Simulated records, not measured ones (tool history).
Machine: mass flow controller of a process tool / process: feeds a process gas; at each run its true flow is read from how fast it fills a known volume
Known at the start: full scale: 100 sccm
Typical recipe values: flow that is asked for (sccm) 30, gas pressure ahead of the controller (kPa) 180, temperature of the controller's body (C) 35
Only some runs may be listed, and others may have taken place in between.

run	hour	flow that is asked for (sccm)	gas pressure ahead of the controller (kPa)	temperature of the controller's body (C)	true flow (%)
1	0	30	180	35	99.79
2	167.3	57	180	35	99.87
3	385.6	57	180	35	99.87
4	710.7	57	180	35	99.83
5	858.5	57	180	35	99.74
6	1001	57	180	35	99.77
7	1238.7	30	180	35	99.38
8	1472	30	180	35	99.4
9	1656.4	30	180	33	99.3
10	1949.6	30	180	33	99.09
11	2200.4	30	180	32	98.89
12	2403.1	30	180	35	98.93
13	2654.9	30	180	35	98.92
14	2999.4	30	180	35	98.94
15	3220.3	96	180	35	99.49
16	3431.3	11	180	35	98.66
17	3687.2	30	180	35	98.69
18	3968.2	30	180	35	98.46
19	4202.1	30	180	35	98.61
20	4423.2	30	267	35	99.08
21	4563.8	30	267	35	99.01
22	4787.8	30	267	35	98.85
23	5027.9	30	267	35	98.77
# hour 5082.6: gauge calibrated
# hour 5104.7: controller's zero set anew
24	5211.4	92	229	35	100.81
25	5508.4	92	229	35	100.58
26	5716.8	92	229	35	100.5
27	5877.8	92	229	35	100.46
28	6202.2	22	196	22	98.74
29	6372.2	22	196	22	98.67
30	6576	22	196	22	98.61
31	6832.5	45	161	28	98.85
32	7170.2	45	161	28	98.75
33	7375.2	45	161	28	98.7
34	7713.1	45	161	23	98.36
35	7963.3	38	232	22	98.57
36	8206.6	68	144	35	98.96
37	8484.9	67	153	24	98.33
38	8634.2	67	171	24	98.35
39	8950.7	31	146	25	97.91
40	9224.3	12	270	33	98.84
41	9476.6	30	206	36	98.51
42	9723.5	30	239	27	98.39
43	10022.1	28	163	35	98.09

Below are 3 alternative next runs, each starting from the tool's condition after run 43. Predict each:
A	10266.6	30	180	31	?
B	10266.6	25	180	35	?
C	10266.6	32	218	35	?

run	true flow (%)
A	98.01
B	98.15
C	98.37
Without the tool's hidden state the same runs would have given:
run	true flow (%)
A	99.58
B	99.72
C	99.94

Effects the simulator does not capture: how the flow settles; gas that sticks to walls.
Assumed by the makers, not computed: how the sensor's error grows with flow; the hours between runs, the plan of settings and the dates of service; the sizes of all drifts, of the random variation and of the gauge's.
